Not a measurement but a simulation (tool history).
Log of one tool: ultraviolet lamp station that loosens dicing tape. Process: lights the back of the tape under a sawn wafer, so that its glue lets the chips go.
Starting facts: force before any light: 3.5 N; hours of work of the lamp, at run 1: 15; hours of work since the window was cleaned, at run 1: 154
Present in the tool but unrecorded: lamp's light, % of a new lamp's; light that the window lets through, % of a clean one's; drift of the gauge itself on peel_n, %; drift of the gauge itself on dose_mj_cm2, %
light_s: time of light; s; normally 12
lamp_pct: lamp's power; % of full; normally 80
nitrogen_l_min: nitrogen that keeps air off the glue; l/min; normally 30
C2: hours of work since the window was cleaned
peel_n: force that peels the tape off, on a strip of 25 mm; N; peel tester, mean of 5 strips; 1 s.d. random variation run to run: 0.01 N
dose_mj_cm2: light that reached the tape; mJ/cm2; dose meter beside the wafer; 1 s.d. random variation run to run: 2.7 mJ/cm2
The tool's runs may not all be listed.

run 1 day=0.000 | light_s=12 lamp_pct=80 nitrogen_l_min=30 | hours_of_work_of_the_lamp=15 C2=154 | peel_n=0.494 dose_mj_cm2=353
run 2 day=0.650 | light_s=12 lamp_pct=80 nitrogen_l_min=30 | hours_of_work_of_the_lamp=21 C2=161 | peel_n=0.504 dose_mj_cm2=350
run 3 day=1.296 | light_s=12 lamp_pct=100 nitrogen_l_min=30 | hours_of_work_of_the_lamp=28 C2=168 | peel_n=0.338 dose_mj_cm2=435
run 4 day=1.712 | light_s=12 lamp_pct=100 nitrogen_l_min=30 | hours_of_work_of_the_lamp=32 C2=172 | peel_n=0.336 dose_mj_cm2=434
run 5 day=2.217 | light_s=12 lamp_pct=100 nitrogen_l_min=30 | hours_of_work_of_the_lamp=38 C2=177 | peel_n=0.356 dose_mj_cm2=439
run 6 day=2.692 | light_s=12 lamp_pct=100 nitrogen_l_min=30 | hours_of_work_of_the_lamp=43 C2=182 | peel_n=0.360 dose_mj_cm2=429
run 7 day=3.012 | light_s=12 lamp_pct=80 nitrogen_l_min=30 | hours_of_work_of_the_lamp=46 C2=186 | peel_n=0.513 dose_mj_cm2=345
run 8 day=3.600 | light_s=12 lamp_pct=80 nitrogen_l_min=41 | hours_of_work_of_the_lamp=52 C2=192 | peel_n=0.443 dose_mj_cm2=340
run 9 day=4.096 | light_s=12 lamp_pct=80 nitrogen_l_min=41 | hours_of_work_of_the_lamp=57 C2=197 | peel_n=0.451 dose_mj_cm2=336
run 10 day=4.433 | light_s=12 lamp_pct=80 nitrogen_l_min=41 | hours_of_work_of_the_lamp=61 C2=200 | peel_n=0.461 dose_mj_cm2=338
run 11 day=4.954 | light_s=12 lamp_pct=100 nitrogen_l_min=30 | hours_of_work_of_the_lamp=66 C2=206 | peel_n=0.353 dose_mj_cm2=418
run 12 day=5.675 | light_s=12 lamp_pct=100 nitrogen_l_min=30 | hours_of_work_of_the_lamp=73 C2=213 | peel_n=0.366 dose_mj_cm2=417
run 13 day=6.162 | light_s=12 lamp_pct=100 nitrogen_l_min=30 | hours_of_work_of_the_lamp=79 C2=218 | peel_n=0.386 dose_mj_cm2=409
run 14 day=6.733 | light_s=12 lamp_pct=80 nitrogen_l_min=30 | hours_of_work_of_the_lamp=84 C2=224 | peel_n=0.543 dose_mj_cm2=329
run 15 day=7.288 | light_s=12 lamp_pct=80 nitrogen_l_min=30 | hours_of_work_of_the_lamp=90 C2=230 | peel_n=0.557 dose_mj_cm2=329
run 16 day=7.875 | light_s=7 lamp_pct=80 nitrogen_l_min=30 | hours_of_work_of_the_lamp=96 C2=236 | peel_n=1.067 dose_mj_cm2=186
run 17 day=8.379 | light_s=7 lamp_pct=80 nitrogen_l_min=30 | hours_of_work_of_the_lamp=102 C2=241 | peel_n=1.188 dose_mj_cm2=191
run 18 day=9.088 | light_s=7 lamp_pct=80 nitrogen_l_min=30 | hours_of_work_of_the_lamp=109 C2=248 | peel_n=1.153 dose_mj_cm2=188
run 19 day=9.646 | light_s=7 lamp_pct=80 nitrogen_l_min=30 | hours_of_work_of_the_lamp=115 C2=254 | peel_n=1.171 dose_mj_cm2=185
run 20 day=10.267 | light_s=12 lamp_pct=91 nitrogen_l_min=30 | hours_of_work_of_the_lamp=121 C2=261 | peel_n=0.478 dose_mj_cm2=358
run 21 day=10.958 | light_s=12 lamp_pct=91 nitrogen_l_min=30 | hours_of_work_of_the_lamp=128 C2=268 | peel_n=0.473 dose_mj_cm2=361
run 22 day=11.592 | light_s=12 lamp_pct=80 nitrogen_l_min=30 | hours_of_work_of_the_lamp=135 C2=274 | peel_n=0.613 dose_mj_cm2=311
run 23 day=12.142 | light_s=18 lamp_pct=100 nitrogen_l_min=30 | hours_of_work_of_the_lamp=141 C2=280 | peel_n=0.218 dose_mj_cm2=584
run 24 day=12.854 | light_s=18 lamp_pct=100 nitrogen_l_min=30 | hours_of_work_of_the_lamp=148 C2=288 | peel_n=0.231 dose_mj_cm2=576
run 25 day=13.333 | light_s=18 lamp_pct=100 nitrogen_l_min=30 | hours_of_work_of_the_lamp=153 C2=293 | peel_n=0.227 dose_mj_cm2=571
run 26 day=13.875 | light_s=6 lamp_pct=99 nitrogen_l_min=17 | hours_of_work_of_the_lamp=159 C2=298 | peel_n=1.341 dose_mj_cm2=188
run 27 day=14.342 | light_s=12 lamp_pct=67 nitrogen_l_min=30 | hours_of_work_of_the_lamp=163 C2=303 | peel_n=0.818 dose_mj_cm2=255
run 28 day=14.833 | light_s=10 lamp_pct=79 nitrogen_l_min=30 | hours_of_work_of_the_lamp=168 C2=308 | peel_n=0.828 dose_mj_cm2=246
run 29 day=15.529 | light_s=17 lamp_pct=67 nitrogen_l_min=11 | hours_of_work_of_the_lamp=176 C2=315 | peel_n=0.787 dose_mj_cm2=355
run 30 day=15.904 | light_s=17 lamp_pct=67 nitrogen_l_min=11 | hours_of_work_of_the_lamp=180 C2=319 | peel_n=0.792 dose_mj_cm2=348
-- day=15.967 window cleaned of glue's vapour
run 31 day=16.212 | light_s=12 lamp_pct=96 nitrogen_l_min=20 | hours_of_work_of_the_lamp=183 C2=3 | peel_n=0.653 dose_mj_cm2=335
run 32 day=16.562 | light_s=12 lamp_pct=76 nitrogen_l_min=30 | hours_of_work_of_the_lamp=186 C2=6 | peel_n=0.740 dose_mj_cm2=263
run 33 day=17.096 | light_s=19 lamp_pct=80 nitrogen_l_min=30 | hours_of_work_of_the_lamp=192 C2=12 | peel_n=0.339 dose_mj_cm2=442
run 34 day=17.492 | light_s=23 lamp_pct=80 nitrogen_l_min=54 | hours_of_work_of_the_lamp=196 C2=16 | peel_n=0.203 dose_mj_cm2=531
run 35 day=18.142 | light_s=19 lamp_pct=80 nitrogen_l_min=30 | hours_of_work_of_the_lamp=203 C2=23 | peel_n=0.341 dose_mj_cm2=429
-- day=18.371 window cleaned of glue's vapour, once more
run 36 day=18.688 | light_s=19 lamp_pct=98 nitrogen_l_min=13 | hours_of_work_of_the_lamp=208 C2=3 | peel_n=0.307 dose_mj_cm2=614
run 37 day=19.267 | light_s=10 lamp_pct=80 nitrogen_l_min=24 | hours_of_work_of_the_lamp=214 C2=9 | peel_n=0.801 dose_mj_cm2=265
run 38 day=19.908 | light_s=10 lamp_pct=80 nitrogen_l_min=24 | hours_of_work_of_the_lamp=221 C2=16 | peel_n=0.790 dose_mj_cm2=260
run 39 day=20.408 | light_s=10 lamp_pct=95 nitrogen_l_min=24 | hours_of_work_of_the_lamp=226 C2=21 | peel_n=0.693 dose_mj_cm2=311
run 40 day=20.733 | light_s=12 lamp_pct=74 nitrogen_l_min=30 | hours_of_work_of_the_lamp=229 C2=24 | peel_n=0.671 dose_mj_cm2=285
run 41 day=21.358 | light_s=17 lamp_pct=86 nitrogen_l_min=35 | hours_of_work_of_the_lamp=236 C2=31 | peel_n=0.279 dose_mj_cm2=466
run 42 day=21.996 | light_s=11 lamp_pct=84 nitrogen_l_min=13 | hours_of_work_of_the_lamp=242 C2=38 | peel_n=0.961 dose_mj_cm2=295
run 43 day=22.667 | light_s=11 lamp_pct=84 nitrogen_l_min=13 | hours_of_work_of_the_lamp=249 C2=45 | peel_n=0.975 dose_mj_cm2=293

Measured less the same run without the tool's hidden state. The same run-to-run variation is in both; the gauge's scatter may not be:
run=1 peel_n=+0.045 dose_mj_cm2=-21
run=2 peel_n=+0.051 dose_mj_cm2=-24
run=3 peel_n=+0.038 dose_mj_cm2=-32
run=4 peel_n=+0.040 dose_mj_cm2=-34
run=5 peel_n=+0.045 dose_mj_cm2=-37
run=6 peel_n=+0.048 dose_mj_cm2=-38
run=7 peel_n=+0.069 dose_mj_cm2=-33
run=8 peel_n=+0.066 dose_mj_cm2=-34
run=9 peel_n=+0.069 dose_mj_cm2=-36
run=10 peel_n=+0.074 dose_mj_cm2=-37
run=11 peel_n=+0.060 dose_mj_cm2=-49
run=12 peel_n=+0.064 dose_mj_cm2=-52
run=13 peel_n=+0.072 dose_mj_cm2=-53
run=14 peel_n=+0.102 dose_mj_cm2=-45
run=15 peel_n=+0.110 dose_mj_cm2=-47
run=16 peel_n=+0.158 dose_mj_cm2=-28
run=17 peel_n=+0.180 dose_mj_cm2=-29
run=18 peel_n=+0.183 dose_mj_cm2=-31
run=19 peel_n=+0.192 dose_mj_cm2=-32
run=20 peel_n=+0.116 dose_mj_cm2=-65
run=21 peel_n=+0.120 dose_mj_cm2=-68
run=22 peel_n=+0.153 dose_mj_cm2=-61
run=23 peel_n=+0.043 dose_mj_cm2=-119
run=24 peel_n=+0.048 dose_mj_cm2=-123
run=25 peel_n=+0.048 dose_mj_cm2=-126
run=26 peel_n=+0.246 dose_mj_cm2=-42
run=27 peel_n=+0.215 dose_mj_cm2=-60
run=28 peel_n=+0.220 dose_mj_cm2=-60
run=29 peel_n=+0.218 dose_mj_cm2=-90
run=30 peel_n=+0.225 dose_mj_cm2=-90
run=31 peel_n=+0.241 dose_mj_cm2=-112
run=32 peel_n=+0.262 dose_mj_cm2=-90
run=33 peel_n=+0.128 dose_mj_cm2=-153
run=34 peel_n=+0.048 dose_mj_cm2=-188
run=35 peel_n=+0.132 dose_mj_cm2=-158
run=36 peel_n=+0.070 dose_mj_cm2=-109
run=37 peel_n=+0.169 dose_mj_cm2=-48
run=38 peel_n=+0.173 dose_mj_cm2=-50
run=39 peel_n=+0.170 dose_mj_cm2=-61
run=40 peel_n=+0.169 dose_mj_cm2=-59
run=41 peel_n=+0.071 dose_mj_cm2=-100
run=42 peel_n=+0.223 dose_mj_cm2=-65
run=43 peel_n=+0.232 dose_mj_cm2=-67

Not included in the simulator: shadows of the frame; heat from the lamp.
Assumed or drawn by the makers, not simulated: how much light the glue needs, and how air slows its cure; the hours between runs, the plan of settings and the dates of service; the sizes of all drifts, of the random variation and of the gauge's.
